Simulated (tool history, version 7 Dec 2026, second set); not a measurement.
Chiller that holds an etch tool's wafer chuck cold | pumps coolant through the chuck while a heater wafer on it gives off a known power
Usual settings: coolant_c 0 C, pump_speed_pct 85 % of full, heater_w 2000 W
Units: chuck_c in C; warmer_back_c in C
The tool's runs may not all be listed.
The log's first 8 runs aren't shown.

| run | day | coolant_c | pump_speed_pct | heater_w | chuck_c | warmer_back_c |
|---|---|---|---|---|---|---|
| 9 | 19.417 | 0 | 85 | 2000 | 16.1 | 6.81 |
| 10 | 22.454 | 0 | 85 | 2000 | 16.5 | 6.92 |
| 11 | 24.829 | 0 | 85 | 2000 | 16.4 | 6.81 |
| 12 | 26.996 | 0 | 85 | 2000 | 16.2 | 6.87 |
| 13 | 30.371 | 0 | 85 | 2000 | 16.4 | 6.87 |
| 14 | 33.092 | 0 | 85 | 2000 | 16.6 | 6.92 |
| 15 | 36.733 | 0 | 85 | 2000 | 16.5 | 6.95 |
| 16 | 39.892 | 0 | 85 | 2000 | 16.6 | 7.04 |
| 17 | 41.867 | 0 | 85 | 2000 | 16.5 | 7.01 |

Run 18 comes next. What will it give?
| 18 | 43.833 | 10 | 76 | 2310 | ? | ? |

chuck_c: 31.0 C
warmer_back_c: 9.19 C
Without the tool's hidden state the same run would have given chuck_c 28.2 C, warmer_back_c 8.75 C.
